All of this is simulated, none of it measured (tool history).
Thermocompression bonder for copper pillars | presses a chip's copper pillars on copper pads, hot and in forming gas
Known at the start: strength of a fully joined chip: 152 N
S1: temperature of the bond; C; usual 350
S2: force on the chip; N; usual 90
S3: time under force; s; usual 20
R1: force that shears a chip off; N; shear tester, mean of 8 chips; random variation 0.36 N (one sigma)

run   hour   S1   S2  S3    R1
  1    0.0  350   90  20  63.4
  2   26.5  350   90  20  62.7
  3   53.5  350   90  20  62.5
  4   68.1  350   90  20  61.9
  5   94.7  350   90  20  62.2
  6  116.9  350   90  40  80.1
  7  144.1  350   90  40  80.2
  8  162.4  350   90  40  79.4
  9  192.2  350   90  40  79.2
 10  216.3  350   90  40  79.1
 11  236.4  350   90  40  79.1
 12  261.0  376   90  40  93.4
 13  282.9  332   96  20  56.7
 14  305.2  324   90  22  51.7
 15  336.6  342   90  22  60.4
     348.7  -- forming gas filter changed
 16  352.2  342  105  28  76.4
 17  373.0  339   90  55  80.9
 18  398.9  350  120  34  94.9
 19  427.7  350  120  34  95.7
 20  444.4  350   66  20  44.0
 21  465.0  330   89  16  46.9
 22  478.6  330   89  16  47.0
 23  504.0  341  107  31  79.1

3 ways to go on from here, each from the tool as it stands after run 23. What would each give?
  A  525.2  355  72  15   ?
  B  525.2  349  87  18   ?
  C  525.2  380  84  18   ?

run    R1
  A  44.4
  B  55.8
  C  68.3
Without the tool's hidden state the same runs would have given:
run    R1
  A  45.7
  B  57.4
  C  70.3
